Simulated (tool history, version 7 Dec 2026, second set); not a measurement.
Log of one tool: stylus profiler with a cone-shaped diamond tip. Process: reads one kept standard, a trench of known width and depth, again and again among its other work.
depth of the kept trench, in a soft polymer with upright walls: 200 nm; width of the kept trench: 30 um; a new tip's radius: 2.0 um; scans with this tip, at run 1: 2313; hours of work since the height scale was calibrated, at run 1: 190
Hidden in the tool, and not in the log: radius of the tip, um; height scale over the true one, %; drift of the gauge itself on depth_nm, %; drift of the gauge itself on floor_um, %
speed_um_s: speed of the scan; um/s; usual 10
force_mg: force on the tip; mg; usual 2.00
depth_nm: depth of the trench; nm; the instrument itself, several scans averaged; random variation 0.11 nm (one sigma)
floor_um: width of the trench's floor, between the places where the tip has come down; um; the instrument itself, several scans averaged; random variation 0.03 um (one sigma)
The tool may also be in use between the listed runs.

run,hour,speed_um_s,force_mg,scans with this tip,hours of work since the height scale was calibrated,depth_nm,floor_um
1,0.0,10,2.00,2313,190,202.10,28.08
2,34.1,32,2.00,2557,210,202.01,28.01
3,65.8,32,2.00,2784,229,202.20,27.99
4,90.1,32,2.00,2958,243,202.13,27.95
5,126.4,32,2.64,3217,265,202.51,27.98
6,171.5,32,2.64,3540,291,202.37,27.97
7,205.6,32,2.64,3783,311,202.36,27.96
8,238.2,10,2.00,4016,330,202.17,28.02
9,261.6,10,2.00,4184,344,202.04,27.99
10,301.5,7,2.00,4469,368,202.27,28.01
11,345.7,7,2.00,4785,394,202.29,28.04
12,369.1,7,1.05,4953,407,201.53,27.95
13,389.0,6,1.05,5095,419,201.48,27.94
14,428.1,6,1.05,5374,442,201.64,27.93
15,474.0,6,1.05,5702,469,201.36,27.95
16,513.8,6,1.05,5987,492,201.60,27.93
17,546.2,6,1.24,6218,512,201.78,27.94
18,575.7,6,1.24,6430,529,201.70,27.83
19,595.0,6,1.24,6567,540,201.77,27.94
20,631.4,6,1.24,6827,562,201.77,27.89
21,675.3,13,2.00,7142,587,202.41,27.87
22,699.5,31,3.75,7315,602,203.12,27.82
23,729.0,31,3.75,7526,619,203.33,27.78
24,775.6,2,1.82,7858,646,202.13,27.88
25,822.1,4,0.67,8191,674,201.11,27.84
26,844.1,4,0.67,8349,687,201.51,27.85
27,869.6,40,1.18,8531,702,201.85,27.64
28,914.6,40,1.18,8853,728,201.98,27.64
29,942.9,40,1.18,9054,745,202.04,27.62
30,964.6,40,1.18,9210,758,201.80,27.65
31,995.8,40,1.18,9433,776,201.84,27.64
32,1037.8,40,1.18,9733,801,201.99,27.62
33,1059.5,40,1.18,9888,813,201.82,27.68
34,1082.9,6,1.18,10055,827,201.87,27.79
35,1121.0,14,1.55,10328,850,202.20,27.69
36,1155.8,7,2.00,10577,870,202.36,27.75
37,1185.6,3,1.24,10790,888,202.18,27.77
38,1210.2,3,2.00,10966,902,202.51,27.78
39,1235.3,37,1.55,11145,917,202.19,27.55
40,1270.3,37,1.55,11396,937,202.28,27.58
41,1307.9,3,4.66,11664,959,203.89,27.76
42,1348.7,16,2.58,11956,983,202.92,27.69

5 ways to go on from here, each from the tool as it stands after run 42. What would each give?
A,1369.2,24,3.66,12103,996,?,?
B,1369.2,6,0.67,12103,996,?,?
C,1369.2,24,1.70,12103,996,?,?
D,1369.2,10,4.52,12103,996,?,?
E,1369.2,2,2.58,12103,996,?,?

run,depth_nm,floor_um
A,203.26,27.61
B,201.65,27.73
C,202.39,27.64
D,204.01,27.72
E,202.84,27.72
Without the tool's hidden state the same runs would have given:
run,depth_nm,floor_um
A,202.41,28.14
B,200.80,28.26
C,201.54,28.17
D,203.16,28.25
E,201.99,28.25

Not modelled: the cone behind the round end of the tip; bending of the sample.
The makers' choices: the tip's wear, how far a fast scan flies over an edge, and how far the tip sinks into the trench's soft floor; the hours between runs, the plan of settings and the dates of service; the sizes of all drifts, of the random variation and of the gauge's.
